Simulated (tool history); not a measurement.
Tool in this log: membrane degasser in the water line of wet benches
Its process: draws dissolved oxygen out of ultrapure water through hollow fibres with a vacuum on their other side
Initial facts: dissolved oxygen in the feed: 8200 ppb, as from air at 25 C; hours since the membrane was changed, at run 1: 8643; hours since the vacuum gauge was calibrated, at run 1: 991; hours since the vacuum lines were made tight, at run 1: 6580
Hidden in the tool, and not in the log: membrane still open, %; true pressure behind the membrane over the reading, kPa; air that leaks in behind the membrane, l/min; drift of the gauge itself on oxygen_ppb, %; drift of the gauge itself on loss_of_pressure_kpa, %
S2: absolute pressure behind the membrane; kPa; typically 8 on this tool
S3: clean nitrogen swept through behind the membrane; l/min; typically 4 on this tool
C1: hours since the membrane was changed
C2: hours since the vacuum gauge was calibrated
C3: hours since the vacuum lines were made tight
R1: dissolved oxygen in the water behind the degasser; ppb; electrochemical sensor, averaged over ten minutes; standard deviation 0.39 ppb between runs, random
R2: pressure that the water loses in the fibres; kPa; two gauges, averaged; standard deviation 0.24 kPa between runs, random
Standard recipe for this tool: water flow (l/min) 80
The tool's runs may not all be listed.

{"run": 1, "day": 0.0, "water flow (l/min)": 80, "S2": 8, "S3": 4, "C1": 8643, "C2": 991, "C3": 6580, "R1": 212.2, "R2": 63.91}
{"run": 2, "day": 6.683, "water flow (l/min)": 80, "S2": 8, "S3": 4, "C1": 8803, "C2": 1152, "C3": 6740, "R1": 212.6, "R2": 63.34}
{"run": 3, "day": 16.058, "water flow (l/min)": 80, "S2": 8, "S3": 4, "C1": 9028, "C2": 1377, "C3": 6965, "R1": 212.5, "R2": 63.96}
{"day": 21.425, "done": "seals of the vacuum lines changed"}
{"run": 4, "day": 25.808, "water flow (l/min)": 116, "S2": 8, "S3": 4, "C1": 9260, "C2": 1609, "C3": 105, "R1": 297.9, "R2": 92.84}
{"run": 5, "day": 33.867, "water flow (l/min)": 116, "S2": 16.88, "S3": 4, "C1": 9453, "C2": 1802, "C3": 299, "R1": 784.2, "R2": 92.53}
{"run": 6, "day": 39.567, "water flow (l/min)": 80, "S2": 8, "S3": 4, "C1": 9590, "C2": 1939, "C3": 435, "R1": 213.2, "R2": 63.78}
{"run": 7, "day": 49.162, "water flow (l/min)": 80, "S2": 8, "S3": 4, "C1": 9820, "C2": 2169, "C3": 666, "R1": 212.3, "R2": 63.88}
{"run": 8, "day": 53.633, "water flow (l/min)": 80, "S2": 8, "S3": 4, "C1": 9928, "C2": 2276, "C3": 773, "R1": 213.2, "R2": 64.02}
{"day": 54.608, "done": "vacuum gauge calibrated"}
{"run": 9, "day": 62.4, "water flow (l/min)": 110, "S2": 11.87, "S3": 4, "C1": 10138, "C2": 187, "C3": 983, "R1": 494.4, "R2": 87.93}
{"run": 10, "day": 66.579, "water flow (l/min)": 48, "S2": 13.99, "S3": 3.15, "C1": 10238, "C2": 287, "C3": 1083, "R1": 363.9, "R2": 38.43}
{"run": 11, "day": 72.633, "water flow (l/min)": 91, "S2": 5.08, "S3": 3.15, "C1": 10383, "C2": 433, "C3": 1228, "R1": 121.5, "R2": 72.43}
{"run": 12, "day": 82.171, "water flow (l/min)": 91, "S2": 5.08, "S3": 1.87, "C1": 10612, "C2": 662, "C3": 1457, "R1": 181.6, "R2": 72.25}
{"day": 85.225, "done": "vacuum gauge calibrated, once more"}
{"run": 13, "day": 90.325, "water flow (l/min)": 80, "S2": 17.2, "S3": 1.84, "C1": 10807, "C2": 122, "C3": 1653, "R1": 1074.9, "R2": 64.12}
{"run": 14, "day": 95.829, "water flow (l/min)": 104, "S2": 8, "S3": 4, "C1": 10939, "C2": 254, "C3": 1785, "R1": 270.4, "R2": 83.27}

What differs in the tool's unlogged condition from the final listed run ahead of each entry between runs to the first listed run following it?
From run 3 to run 4: seals of the vacuum lines changed (day 21.425)
  membrane still open, %: 97.4 -> 97.3; true pressure behind the membrane over the reading, kPa: 0.01 -> 0.02; air that leaks in behind the membrane, l/min: 0.005 -> 0.0022
  measured result minus the result with no hidden state, R1: +1.2 -> +2.7 ppb; R2: +1.69 -> +2.5 kPa
From run 8 to run 9: vacuum gauge calibrated (day 54.608)
  membrane still open, %: 97.1 -> 97; true pressure behind the membrane over the reading, kPa: 0.03 -> 0.05; air that leaks in behind the membrane, l/min: 0.0026 -> 0.0027
  measured result minus the result with no hidden state, R1: +1.7 -> +4 ppb; R2: +1.86 -> +2.61 kPa
From run 12 to run 13: vacuum gauge calibrated, once more (day 85.225)
  true pressure behind the membrane over the reading, kPa: 0.05 -> 0.02; air that leaks in behind the membrane, l/min: 0.0029 -> 0.003
  measured result minus the result with no hidden state, R1: +5.7 -> +1.6 ppb; R2: +2.23 -> +2.02 kPa
